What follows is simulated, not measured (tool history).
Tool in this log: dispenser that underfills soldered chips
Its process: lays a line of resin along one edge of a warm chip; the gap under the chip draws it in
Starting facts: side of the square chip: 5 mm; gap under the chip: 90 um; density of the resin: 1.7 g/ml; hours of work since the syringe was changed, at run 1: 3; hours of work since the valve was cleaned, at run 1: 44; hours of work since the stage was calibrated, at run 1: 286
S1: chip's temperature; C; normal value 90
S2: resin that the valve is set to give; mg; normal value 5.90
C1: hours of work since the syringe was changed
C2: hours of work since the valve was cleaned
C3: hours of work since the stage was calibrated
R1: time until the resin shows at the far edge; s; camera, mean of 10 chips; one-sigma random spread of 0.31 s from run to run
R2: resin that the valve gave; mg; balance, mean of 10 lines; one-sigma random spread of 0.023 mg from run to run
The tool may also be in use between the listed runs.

run	hour	S1	S2	C1	C2	C3	R1	R2
1	0.0	90	5.90	3	44	286	10.8	5.65
2	4.4	90	5.90	6	47	289	13.2	5.59
# hour 6.0: new syringe of resin
# hour 11.7: dispensing valve cleaned and set on the balance
3	11.7	90	5.90	4	0	294	10.8	5.90
4	15.9	90	5.90	7	3	297	12.5	5.87
# hour 16.9: new syringe of resin
5	23.4	90	5.90	5	8	302	12.0	5.81
# hour 26.6: new syringe of resin
6	29.9	90	5.90	2	13	307	9.9	5.82
# hour 36.3: new syringe of resin
7	39.5	90	5.90	2	20	314	10.0	5.76
# hour 46.1: new syringe of resin
8	48.1	90	5.90	1	26	320	9.6	5.77
9	53.7	90	5.90	6	30	324	12.5	5.69
# hour 55.7: new syringe of resin
10	58.4	90	5.90	2	33	327	10.0	5.71
11	62.6	87	5.90	5	36	330	13.2	5.66
# hour 65.6: new syringe of resin
12	68.4	90	5.90	2	41	334	10.3	5.62
# hour 75.2: new syringe of resin
13	77.9	90	5.90	2	47	341	9.7	5.63
# hour 85.0: dispensing valve cleaned and set on the balance
# hour 86.5: new syringe of resin
14	86.6	90	5.90	0	1	346	8.1	5.92
15	94.5	90	5.90	6	7	352	12.6	5.84
# hour 96.2: new syringe of resin
16	102.4	90	5.90	5	12	358	11.7	5.82
# hour 106.0: new syringe of resin
17	110.3	90	5.90	3	18	364	10.2	5.81
# hour 115.6: new syringe of resin
18	118.8	90	5.06	2	24	370	10.5	4.96
# hour 125.5: new syringe of resin
19	128.4	90	5.06	2	31	376	10.7	4.89
# hour 135.7: new syringe of resin
20	138.4	101	5.18	2	38	384	6.5	5.00
# hour 145.8: new syringe of resin
21	147.3	99	5.59	1	44	390	6.3	5.37
# hour 156.1: new syringe of resin
22	156.3	96	7.19	0	51	396	6.7	6.86
# hour 158.6: dispensing valve cleaned and set on the balance
23	165.3	96	7.19	6	5	402	9.9	7.13
# hour 166.7: new syringe of resin
24	172.4	96	7.19	4	10	407	8.6	7.15
# hour 176.3: new syringe of resin
25	177.0	79	5.62	1	13	411	13.5	5.52
26	185.2	90	7.10	7	19	417	11.5	6.95
# hour 186.2: new syringe of resin
27	192.9	84	6.17	5	25	422	14.3	6.00
# hour 195.8: new syringe of resin
28	201.4	76	7.25	4	31	428	17.9	7.03

Expected results for the next run?
# hour 205.5: new syringe of resin
29	206.6	102	5.16	1	34	432	?	?

Run 29 came out at R1 6.2 s, R2 4.95 mg.
Without the tool's hidden state the same run would have given R1 6.3 s, R2 5.12 mg.
